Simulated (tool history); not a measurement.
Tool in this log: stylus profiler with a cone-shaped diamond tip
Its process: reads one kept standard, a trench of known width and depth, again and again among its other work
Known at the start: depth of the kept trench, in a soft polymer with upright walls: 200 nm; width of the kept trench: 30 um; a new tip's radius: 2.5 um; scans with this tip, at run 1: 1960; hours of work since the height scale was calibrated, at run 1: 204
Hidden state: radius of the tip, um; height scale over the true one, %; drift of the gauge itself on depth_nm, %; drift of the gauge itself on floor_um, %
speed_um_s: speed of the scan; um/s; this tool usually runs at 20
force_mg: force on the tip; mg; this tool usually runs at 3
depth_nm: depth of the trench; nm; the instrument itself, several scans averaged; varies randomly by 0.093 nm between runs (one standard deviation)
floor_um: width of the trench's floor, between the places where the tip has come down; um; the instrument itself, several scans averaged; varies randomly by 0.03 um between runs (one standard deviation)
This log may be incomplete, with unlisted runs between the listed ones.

| run | hour | speed_um_s | force_mg | scans with this tip | hours of work since the height scale was calibrated | depth_nm | floor_um |
|---|---|---|---|---|---|---|---|
| 1 | 0 | 20 | 3 | 1960 | 204 | 202 | 27.83 |
| 2 | 16.6 | 20 | 7.34 | 2027 | 211 | 203.54 | 27.79 |
| 3 | 33.2 | 20 | 7.34 | 2093 | 218 | 203.4 | 27.87 |
| 4 | 51.9 | 20 | 7.34 | 2167 | 226 | 203.45 | 27.84 |
| 5 | 66.2 | 20 | 3 | 2224 | 232 | 202.06 | 27.79 |
| 6 | 85.7 | 20 | 3 | 2302 | 240 | 201.97 | 27.78 |
| 7 | 105 | 20 | 3 | 2379 | 248 | 201.95 | 27.75 |
| 8 | 117.7 | 15 | 1.57 | 2429 | 253 | 201.28 | 27.74 |
| 9 | 133.2 | 15 | 1.57 | 2491 | 260 | 201.35 | 27.74 |
| 10 | 149.9 | 15 | 1.57 | 2557 | 267 | 201.4 | 27.78 |
| 11 | 172.6 | 15 | 1.57 | 2648 | 276 | 201.12 | 27.73 |
| 12 | 192.8 | 34 | 1.57 | 2728 | 284 | 201.3 | 27.67 |
| 13 | 216.1 | 34 | 1.39 | 2821 | 294 | 201.29 | 27.71 |

Branching from run 13: 3 alternative next runs. What would each branch give?
| A | 239.7 | 68 | 3.94 | 2915 | 304 | ? | ? |
| B | 239.7 | 26 | 4.8 | 2915 | 304 | ? | ? |
| C | 239.7 | 11 | 8.57 | 2915 | 304 | ? | ? |

| run | depth_nm | floor_um |
|---|---|---|
| A | 202.22 | 27.61 |
| B | 202.58 | 27.69 |
| C | 203.96 | 27.74 |
With the hidden condition removed and each run's random variation left untouched, the same runs would have given:
| run | depth_nm | floor_um |
|---|---|---|
| A | 202.03 | 27.86 |
| B | 202.39 | 27.95 |
| C | 203.77 | 28 |

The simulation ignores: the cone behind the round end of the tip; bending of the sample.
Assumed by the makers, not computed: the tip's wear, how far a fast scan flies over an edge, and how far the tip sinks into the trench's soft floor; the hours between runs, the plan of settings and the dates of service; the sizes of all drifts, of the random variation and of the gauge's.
